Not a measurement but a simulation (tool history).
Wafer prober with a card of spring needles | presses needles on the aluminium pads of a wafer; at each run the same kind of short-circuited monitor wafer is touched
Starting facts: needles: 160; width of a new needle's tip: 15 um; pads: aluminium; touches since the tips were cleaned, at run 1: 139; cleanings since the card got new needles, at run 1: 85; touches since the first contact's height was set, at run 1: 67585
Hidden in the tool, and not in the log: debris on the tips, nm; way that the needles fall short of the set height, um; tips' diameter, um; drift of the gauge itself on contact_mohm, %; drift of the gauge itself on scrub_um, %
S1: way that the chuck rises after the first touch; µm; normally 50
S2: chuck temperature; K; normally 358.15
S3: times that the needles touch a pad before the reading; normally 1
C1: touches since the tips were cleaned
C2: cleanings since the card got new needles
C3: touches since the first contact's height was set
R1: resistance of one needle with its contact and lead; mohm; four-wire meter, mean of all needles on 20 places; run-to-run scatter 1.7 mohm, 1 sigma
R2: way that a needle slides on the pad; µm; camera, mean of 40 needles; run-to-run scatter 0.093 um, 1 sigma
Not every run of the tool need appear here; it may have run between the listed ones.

{"run": 1, "hour": 0.0, "S1": 50, "S2": 358.15, "S3": 1, "C1": 139, "C2": 85, "C3": 67585, "R1": 165, "R2": 10.1}
{"hour": 6.4, "done": "tips cleaned on abrasive film"}
{"hour": 14.4, "done": "tips cleaned on abrasive film"}
{"hour": 20.8, "done": "tips cleaned on abrasive film"}
{"hour": 28.8, "done": "tips cleaned on abrasive film"}
{"run": 2, "hour": 28.8, "S1": 50, "S2": 349.15, "S3": 1, "C1": 0, "C2": 89, "C3": 75254, "R1": 164, "R2": 10.28}
{"hour": 35.2, "done": "tips cleaned on abrasive film"}
{"hour": 43.2, "done": "tips cleaned on abrasive film"}
{"hour": 51.2, "done": "tips cleaned on abrasive film"}
{"hour": 59.2, "done": "tips cleaned on abrasive film"}
{"run": 3, "hour": 61.8, "S1": 50, "S2": 349.15, "S3": 1, "C1": 707, "C2": 93, "C3": 84072, "R1": 168, "R2": 10.23}
{"hour": 66.7, "done": "tips cleaned on abrasive film"}
{"hour": 74.7, "done": "tips cleaned on abrasive film"}
{"hour": 81.1, "done": "tips cleaned on abrasive film"}
{"run": 4, "hour": 81.5, "S1": 50, "S2": 358.15, "S3": 1, "C1": 105, "C2": 96, "C3": 89299, "R1": 167, "R2": 9.99}
{"hour": 87.9, "done": "tips cleaned on abrasive film"}
{"hour": 94.3, "done": "tips cleaned on abrasive film"}
{"hour": 102.3, "done": "tips cleaned on abrasive film"}
{"hour": 108.8, "done": "tips cleaned on abrasive film"}
{"run": 5, "hour": 112.0, "S1": 50, "S2": 363.15, "S3": 1, "C1": 885, "C2": 100, "C3": 97440, "R1": 168, "R2": 10.15}
{"hour": 115.3, "done": "tips cleaned on abrasive film"}
{"hour": 123.3, "done": "tips cleaned on abrasive film"}
{"hour": 131.3, "done": "tips cleaned on abrasive film"}
{"run": 6, "hour": 133.6, "S1": 50, "S2": 313.15, "S3": 1, "C1": 631, "C2": 103, "C3": 103194, "R1": 156, "R2": 10.18}
{"hour": 138.5, "done": "tips cleaned on abrasive film"}
{"hour": 141.9, "done": "height of the first contact set anew"}
{"hour": 145.2, "done": "tips cleaned on abrasive film"}
{"hour": 151.6, "done": "tips cleaned on abrasive film"}
{"hour": 159.6, "done": "tips cleaned on abrasive film"}
{"hour": 166.0, "done": "tips cleaned on abrasive film"}
{"run": 7, "hour": 167.8, "S1": 50, "S2": 313.15, "S3": 1, "C1": 486, "C2": 108, "C3": 6889, "R1": 157, "R2": 10.1}
{"hour": 172.7, "done": "tips cleaned on abrasive film"}
{"hour": 179.1, "done": "tips cleaned on abrasive film"}
{"hour": 187.1, "done": "tips cleaned on abrasive film"}
{"hour": 193.5, "done": "tips cleaned on abrasive film"}
{"hour": 201.5, "done": "tips cleaned on abrasive film"}
{"run": 8, "hour": 204.4, "S1": 50, "S2": 313.15, "S3": 1, "C1": 792, "C2": 113, "C3": 16641, "R1": 157, "R2": 10.28}
{"hour": 209.3, "done": "tips cleaned on abrasive film"}
{"hour": 215.7, "done": "tips cleaned on abrasive film"}
{"hour": 223.7, "done": "tips cleaned on abrasive film"}
{"hour": 231.7, "done": "tips cleaned on abrasive film"}
{"run": 9, "hour": 237.5, "S1": 35, "S2": 358.15, "S3": 3, "C1": 1554, "C2": 117, "C3": 25451, "R1": 169, "R2": 7.26}
{"hour": 239.1, "done": "tips cleaned on abrasive film"}
{"hour": 247.1, "done": "tips cleaned on abrasive film"}
{"hour": 253.6, "done": "tips cleaned on abrasive film"}
{"hour": 261.6, "done": "tips cleaned on abrasive film"}
{"run": 10, "hour": 265.0, "S1": 35, "S2": 358.15, "S3": 3, "C1": 925, "C2": 121, "C3": 32780, "R1": 173, "R2": 7.35}
{"hour": 268.2, "done": "tips cleaned on abrasive film"}
{"hour": 274.7, "done": "tips cleaned on abrasive film"}
{"hour": 282.7, "done": "tips cleaned on abrasive film"}
{"hour": 289.1, "done": "tips cleaned on abrasive film"}
{"hour": 297.1, "done": "tips cleaned on abrasive film"}
{"run": 11, "hour": 301.4, "S1": 35, "S2": 358.15, "S3": 3, "C1": 1169, "C2": 126, "C3": 42486, "R1": 172, "R2": 7.11}
{"hour": 304.7, "done": "tips cleaned on abrasive film"}
{"hour": 312.7, "done": "tips cleaned on abrasive film"}
{"hour": 320.7, "done": "tips cleaned on abrasive film"}
{"hour": 327.1, "done": "tips cleaned on abrasive film"}
{"run": 12, "hour": 332.6, "S1": 41, "S2": 358.15, "S3": 1, "C1": 1476, "C2": 130, "C3": 50793, "R1": 168, "R2": 8.44}
{"hour": 334.3, "done": "tips cleaned on abrasive film"}
{"hour": 340.7, "done": "tips cleaned on abrasive film"}
{"hour": 348.7, "done": "tips cleaned on abrasive film"}
{"hour": 355.1, "done": "tips cleaned on abrasive film"}
{"hour": 363.1, "done": "tips cleaned on abrasive film"}
{"hour": 369.5, "done": "tips cleaned on abrasive film"}
{"run": 13, "hour": 371.3, "S1": 41, "S2": 333.15, "S3": 1, "C1": 465, "C2": 136, "C3": 61078, "R1": 164, "R2": 8.44}
{"hour": 376.1, "done": "tips cleaned on abrasive film"}
{"hour": 384.1, "done": "tips cleaned on abrasive film"}
{"hour": 392.1, "done": "tips cleaned on abrasive film"}
{"run": 14, "hour": 394.7, "S1": 41, "S2": 333.15, "S3": 1, "C1": 708, "C2": 139, "C3": 67339, "R1": 164, "R2": 8.38}
{"hour": 399.6, "done": "tips cleaned on abrasive film"}
{"hour": 406.0, "done": "tips cleaned on abrasive film"}
{"hour": 414.0, "done": "tips cleaned on abrasive film"}
{"hour": 422.0, "done": "tips cleaned on abrasive film"}
{"run": 15, "hour": 427.8, "S1": 46, "S2": 388.15, "S3": 2, "C1": 1574, "C2": 143, "C3": 76169, "R1": 174, "R2": 9.23}

4 ways to go on from here, each from the tool as it stands after run 15. What would each give?
{"hour": 429.5, "done": "tips cleaned on abrasive film"}
{"hour": 435.9, "done": "tips cleaned on abrasive film"}
{"hour": 443.9, "done": "tips cleaned on abrasive film"}
{"hour": 450.3, "done": "tips cleaned on abrasive film"}
{"run": "A", "hour": 456.1, "S1": 50, "S2": 345.15, "S3": 2, "C1": 1549, "C2": 147, "C3": 83694, "R1": "?", "R2": "?"}
{"hour": 429.5, "done": "tips cleaned on abrasive film"}
{"hour": 435.9, "done": "tips cleaned on abrasive film"}
{"hour": 443.9, "done": "tips cleaned on abrasive film"}
{"hour": 450.3, "done": "tips cleaned on abrasive film"}
{"run": "B", "hour": 456.1, "S1": 45, "S2": 390.15, "S3": 1, "C1": 1549, "C2": 147, "C3": 83694, "R1": "?", "R2": "?"}
{"hour": 429.5, "done": "tips cleaned on abrasive film"}
{"hour": 435.9, "done": "tips cleaned on abrasive film"}
{"hour": 443.9, "done": "tips cleaned on abrasive film"}
{"hour": 450.3, "done": "tips cleaned on abrasive film"}
{"run": "C", "hour": 456.1, "S1": 46, "S2": 388.15, "S3": 2, "C1": 1549, "C2": 147, "C3": 83694, "R1": "?", "R2": "?"}
{"hour": 429.5, "done": "tips cleaned on abrasive film"}
{"hour": 435.9, "done": "tips cleaned on abrasive film"}
{"hour": 443.9, "done": "tips cleaned on abrasive film"}
{"hour": 450.3, "done": "tips cleaned on abrasive film"}
{"run": "D", "hour": 456.1, "S1": 46, "S2": 390.15, "S3": 3, "C1": 1549, "C2": 147, "C3": 83694, "R1": "?", "R2": "?"}

run=A R1=162 R2=10.11
run=B R1=174 R2=9.10
run=C R1=173 R2=9.30
run=D R1=177 R2=9.39
What these runs would have given with no unlogged condition in the tool:
run=A R1=162 R2=10.11
run=B R1=174 R2=9.11
run=C R1=172 R2=9.31
run=D R1=177 R2=9.39

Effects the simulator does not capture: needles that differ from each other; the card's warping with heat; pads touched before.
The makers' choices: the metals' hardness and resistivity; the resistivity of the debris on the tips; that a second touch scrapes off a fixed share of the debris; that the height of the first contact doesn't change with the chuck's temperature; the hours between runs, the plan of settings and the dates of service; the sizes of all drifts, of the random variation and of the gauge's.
